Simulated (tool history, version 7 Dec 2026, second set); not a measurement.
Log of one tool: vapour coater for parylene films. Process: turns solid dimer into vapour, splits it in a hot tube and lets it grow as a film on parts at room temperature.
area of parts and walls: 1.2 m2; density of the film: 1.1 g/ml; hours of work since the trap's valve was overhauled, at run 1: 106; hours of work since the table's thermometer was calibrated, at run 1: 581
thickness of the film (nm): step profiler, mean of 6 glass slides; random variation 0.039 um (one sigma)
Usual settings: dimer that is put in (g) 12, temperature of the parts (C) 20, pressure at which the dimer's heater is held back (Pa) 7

| run | hour | dimer that is put in (g) | temperature of the parts (C) | pressure at which the dimer's heater is held back (Pa) | hours of work since the trap's valve was overhauled | hours of work since the table's thermometer was calibrated | thickness of the film (nm) |
|---|---|---|---|---|---|---|---|
| 1 | 0 | 12 | 20 | 7 | 106 | 581 | 4090 |
| 2 | 23.6 | 12 | 20 | 7 | 123 | 597 | 4180 |
| 3 | 75.8 | 12 | 20 | 7 | 160 | 634 | 4200 |
| 4 | 120.4 | 12 | 20 | 7 | 191 | 666 | 4160 |
| 5 | 158.1 | 12 | 20 | 7 | 218 | 692 | 4160 |
|  | 209.2 | trap's valve overhauled |
| 6 | 212.8 | 12 | 20 | 7 | 2 | 728 | 4170 |
| 7 | 242.5 | 12 | 20 | 7 | 23 | 749 | 4230 |
| 8 | 284.6 | 12 | 20 | 7 | 53 | 779 | 4190 |
| 9 | 318.8 | 12 | 20 | 7 | 77 | 803 | 4130 |
| 10 | 350.1 | 13 | 23 | 2.83 | 99 | 825 | 4870 |
| 11 | 400.3 | 13 | 23 | 2.83 | 135 | 860 | 4880 |
| 12 | 454.5 | 19 | 17 | 2.2 | 173 | 899 | 9770 |
| 13 | 484.8 | 19 | 17 | 2.2 | 194 | 920 | 9810 |
| 14 | 534.3 | 19 | 17 | 2.2 | 229 | 955 | 9710 |
|  | 572.2 | trap's valve overhauled |
| 15 | 592.2 | 13 | 16 | 8.45 | 14 | 993 | 5130 |

Some steps in thickness of the film (nm) between neighbouring runs. How much of each would the tool show without its hidden state too (settings, what came in, random variation), and how much is left for the hidden state, with any gauge scatter that isn't in both results?
The hidden state here: vapour lost through the trap's worn valve, %; true temperature of the parts over the reading, C; drift of the gauge itself on film_um, %.
Run 11 -> 12: dimer that is put in (g) 13 -> 19, temperature of the parts (C) 23 -> 17, pressure at which the dimer's heater is held back (Pa) 2.83 -> 2.2. thickness of the film (nm) +4890: hidden state -30, all else +4920.
Run 14 -> 15: dimer that is put in (g) 19 -> 13, temperature of the parts (C) 17 -> 16, pressure at which the dimer's heater is held back (Pa) 2.2 -> 8.45, trap's valve overhauled. thickness of the film (nm) -4580: hidden state +50, all else -4630.

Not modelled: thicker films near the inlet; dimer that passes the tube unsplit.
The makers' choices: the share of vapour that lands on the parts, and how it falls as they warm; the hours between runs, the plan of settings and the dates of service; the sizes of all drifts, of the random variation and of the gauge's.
